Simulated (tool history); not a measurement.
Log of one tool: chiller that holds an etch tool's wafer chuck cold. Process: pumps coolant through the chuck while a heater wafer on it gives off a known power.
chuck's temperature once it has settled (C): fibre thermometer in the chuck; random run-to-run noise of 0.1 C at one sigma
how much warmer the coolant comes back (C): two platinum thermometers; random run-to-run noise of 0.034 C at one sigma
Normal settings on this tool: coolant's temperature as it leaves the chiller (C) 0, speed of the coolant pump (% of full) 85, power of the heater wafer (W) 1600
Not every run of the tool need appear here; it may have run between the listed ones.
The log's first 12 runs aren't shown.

run,hour,coolant's temperature as it leaves the chiller (C),speed of the coolant pump (% of full),power of the heater wafer (W),chuck's temperature once it has settled (C),how much warmer the coolant comes back (C)
13,786,0,75,1600,11.7,6.02
14,843.6,0,75,1600,11.6,5.97
15,912.3,0,75,1600,11.6,5.99
16,978.3,0,85,2281,15,7.42
17,1016.8,0,85,2281,15.1,7.4
18,1077.7,-8,62,2281,11.8,10.56
19,1137.7,-8,62,2281,11.6,10.52
20,1206.1,10,82,1555,20.6,5.36
21,1261,-5,82,879,1,2.95
22,1327.2,-5,82,1479,5.3,5.07
23,1404.4,5,85,874,11.1,2.83
24,1444.6,6,85,1145,13.7,3.8
25,1509.5,6,85,1145,13.7,3.72
26,1580.9,-2,78,1600,9.5,5.74
27,1669.1,6,78,1483,16.7,5.42
28,1732.8,6,78,1483,16.8,5.43
29,1792.5,-2,89,1971,10.8,6.15
30,1849.7,5,85,1947,18.2,6.42
31,1896.1,5,85,1947,18.1,6.5

Alternative continuations, all from the tool just after run 31; predict every row:
A,1937.9,0,85,1015,?,?
B,1937.9,-8,62,1205,?,?
C,1937.9,0,97,1947,?,?

run,chuck's temperature once it has settled (C),how much warmer the coolant comes back (C)
A,6.8,3.38
B,2.5,5.61
C,11.7,5.56
What these runs would have given with no unlogged condition in the tool:
run,chuck's temperature once it has settled (C),how much warmer the coolant comes back (C)
A,6.2,3.23
B,1.7,5.36
C,10.7,5.31
